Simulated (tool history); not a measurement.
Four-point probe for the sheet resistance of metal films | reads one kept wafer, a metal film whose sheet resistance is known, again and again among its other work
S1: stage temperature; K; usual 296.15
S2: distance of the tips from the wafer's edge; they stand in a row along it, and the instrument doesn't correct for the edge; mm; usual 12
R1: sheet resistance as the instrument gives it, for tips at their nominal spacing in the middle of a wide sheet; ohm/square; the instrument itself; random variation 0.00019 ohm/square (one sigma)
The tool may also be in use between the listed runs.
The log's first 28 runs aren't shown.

| run | hour | S1 | S2 | R1 |
|---|---|---|---|---|
| 29 | 2619.2 | 291.15 | 50 | 0.966658 |
| 30 | 2696.7 | 291.15 | 50 | 0.96731 |
| 31 | 2758.4 | 291.15 | 50 | 0.967099 |
| 32 | 2888.3 | 298.15 | 5 | 0.977672 |
| 33 | 3020.8 | 302.15 | 17 | 0.97166 |
| 34 | 3110.1 | 308.15 | 4 | 0.985071 |
| 35 | 3178.1 | 308.15 | 4 | 0.985423 |
| 36 | 3261.1 | 308.15 | 4 | 0.985983 |
| 37 | 3341.8 | 308.15 | 4 | 0.986571 |
| 38 | 3437.8 | 307.15 | 23 | 0.973929 |
| 39 | 3550.3 | 301.15 | 16 | 0.973781 |
| 40 | 3634.7 | 296.15 | 6 | 0.977938 |
| 41 | 3766.2 | 296.15 | 6 | 0.978872 |
| 42 | 3869.6 | 298.15 | 40 | 0.973525 |
|  | 3958.8 | new probe head fitted |
| 43 | 3958.8 | 298.15 | 66 | 0.963862 |
| 44 | 4054.2 | 296.15 | 14 | 0.965143 |
| 45 | 4135.3 | 296.15 | 14 | 0.965643 |

Forecast each of these 3 alternatives for the next run:
| A | 4232.9 | 308.15 | 24 | ? |
| B | 4232.9 | 302.15 | 7 | ? |
| C | 4232.9 | 296.15 | 11 | ? |

| run | R1 |
|---|---|
| A | 0.967477 |
| B | 0.970088 |
| C | 0.966435 |
Without the tool's hidden state the same runs would have given:
| run | R1 |
|---|---|
| A | 0.967589 |
| B | 0.970127 |
| C | 0.966399 |

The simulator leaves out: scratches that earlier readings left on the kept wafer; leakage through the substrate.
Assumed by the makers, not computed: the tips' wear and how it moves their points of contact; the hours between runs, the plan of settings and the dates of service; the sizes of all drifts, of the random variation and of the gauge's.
